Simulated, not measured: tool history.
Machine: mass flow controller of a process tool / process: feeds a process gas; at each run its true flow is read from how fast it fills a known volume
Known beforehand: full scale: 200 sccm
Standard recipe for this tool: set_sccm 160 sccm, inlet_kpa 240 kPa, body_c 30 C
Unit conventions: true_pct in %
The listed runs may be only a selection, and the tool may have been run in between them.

Run 1, hour 0.0: usual settings. Result: true_pct 99.46 %.
Run 2, hour 73.8: usual settings but inlet_kpa 143 kPa. Result: true_pct 99.77 %.
Run 3, hour 117.9: usual settings but inlet_kpa 143 kPa. Result: true_pct 99.77 %.
Run 4, hour 178.8: usual settings. Result: true_pct 99.60 %.
Run 5, hour 245.9: usual settings. Result: true_pct 99.65 %.
Run 6, hour 305.7: usual settings. Result: true_pct 99.66 %.
Run 7, hour 365.7: usual settings. Result: true_pct 99.43 %.
Run 8, hour 407.5: usual settings. Result: true_pct 99.72 %.
Run 9, hour 460.0: usual settings. Result: true_pct 99.57 %.
Run 10, hour 526.6: usual settings but inlet_kpa 168 kPa. Result: true_pct 99.80 %.
Run 11, hour 590.5: usual settings but inlet_kpa 168 kPa. Result: true_pct 99.69 %.
Run 12, hour 650.0: usual settings but inlet_kpa 168 kPa. Result: true_pct 99.81 %.
Run 13, hour 710.5: usual settings. Result: true_pct 99.65 %.
Run 14, hour 785.1: usual settings but body_c 37 C. Result: true_pct 99.04 %.
Run 15, hour 825.9: usual settings but body_c 37 C. Result: true_pct 99.05 %.
Run 16, hour 891.7: usual settings but body_c 37 C. Result: true_pct 99.09 %.
Run 17, hour 940.6: usual settings. Result: true_pct 99.69 %.
Run 18, hour 1009.7: usual settings but body_c 36 C. Result: true_pct 99.17 %.
Run 19, hour 1078.1: usual settings but body_c 36 C. Result: true_pct 99.21 %.
Run 20, hour 1128.0: usual settings but body_c 36 C. Result: true_pct 99.28 %.
Run 21, hour 1183.2: usual settings but set_sccm 79 sccm. Result: true_pct 99.79 %.
Run 22, hour 1220.6: usual settings but set_sccm 59 sccm, inlet_kpa 187 kPa. Result: true_pct 100.20 %.
Run 23, hour 1280.1: usual settings but set_sccm 59 sccm, inlet_kpa 187 kPa. Result: true_pct 100.22 %.
Run 24, hour 1312.5: usual settings but set_sccm 59 sccm, inlet_kpa 236 kPa, body_c 21 C. Result: true_pct 100.92 %.
Run 25, hour 1352.3: usual settings but set_sccm 67 sccm. Result: true_pct 100.04 %.
Run 26, hour 1416.6: usual settings but set_sccm 147 sccm, body_c 35 C. Result: true_pct 99.43 %.
Run 27, hour 1483.7: usual settings but set_sccm 147 sccm, inlet_kpa 216 kPa, body_c 35 C. Result: true_pct 99.51 %.
Run 28, hour 1522.6: usual settings but set_sccm 147 sccm, inlet_kpa 216 kPa, body_c 35 C. Result: true_pct 99.46 %.
Run 29, hour 1575.9: usual settings but set_sccm 66 sccm, inlet_kpa 267 kPa, body_c 35 C. Result: true_pct 99.56 %.
Run 30, hour 1640.8: usual settings but body_c 24 C. Result: true_pct 100.44 %.
Run 31, hour 1676.9: usual settings but set_sccm 85 sccm, inlet_kpa 186 kPa, body_c 29 C. Result: true_pct 100.27 %.
Run 32, hour 1725.2: usual settings but set_sccm 55 sccm, inlet_kpa 266 kPa, body_c 21 C. Result: true_pct 101.09 %.
Run 33, hour 1778.1: usual settings but set_sccm 132 sccm, body_c 20 C. Result: true_pct 100.82 %.
Run 34, hour 1827.3: usual settings but body_c 22 C. Result: true_pct 100.63 %.
Run 35, hour 1880.9: usual settings but inlet_kpa 190 kPa, body_c 28 C. Result: true_pct 100.02 %.
Run 36, hour 1930.9: usual settings but body_c 39 C. Result: true_pct 99.33 %.
Run 37, hour 1964.7: usual settings but set_sccm 37 sccm, inlet_kpa 159 kPa, body_c 29 C. Result: true_pct 101.66 %.
Run 38, hour 2030.1: usual settings but set_sccm 120 sccm, inlet_kpa 145 kPa, body_c 25 C. Result: true_pct 100.61 %.
Run 39, hour 2103.4: usual settings but set_sccm 194 sccm, inlet_kpa 171 kPa, body_c 25 C. Result: true_pct 100.69 %.
Run 40, hour 2164.5: usual settings but set_sccm 194 sccm, inlet_kpa 146 kPa, body_c 25 C. Result: true_pct 100.86 %.
Run 41, hour 2241.0: usual settings but set_sccm 194 sccm, inlet_kpa 146 kPa, body_c 25 C. Result: true_pct 100.85 %.

Selected run-to-run steps in true_pct, each split into two signed amounts: the part the tool would show with no hidden state at all (from settings, incoming material and random variation), and the remainder, which goes to the hidden state together with any gauge scatter not common to the measured and the hidden-state-free results:
The hidden state here: flow at rest that the sensor doesn't see, % of full scale; true flow over the shown one, %; drift of the gauge itself on true_pct, %.
Run 24 -> 25: set_sccm 59 -> 67, inlet_kpa 236 -> 240, body_c 21 -> 30. true_pct -0.88 %: hidden state -0.12, all else -0.76.
Run 32 -> 33: set_sccm 55 -> 132, inlet_kpa 266 -> 240, body_c 21 -> 20. true_pct -0.27 %: hidden state -0.94, all else +0.67.
Run 36 -> 37: set_sccm 160 -> 37, inlet_kpa 240 -> 159, body_c 39 -> 29. true_pct +2.33 %: hidden state +2.02, all else +0.31.
Run 37 -> 38: set_sccm 37 -> 120, inlet_kpa 159 -> 145, body_c 29 -> 25. true_pct -1.05 %: hidden state -1.78, all else +0.73.
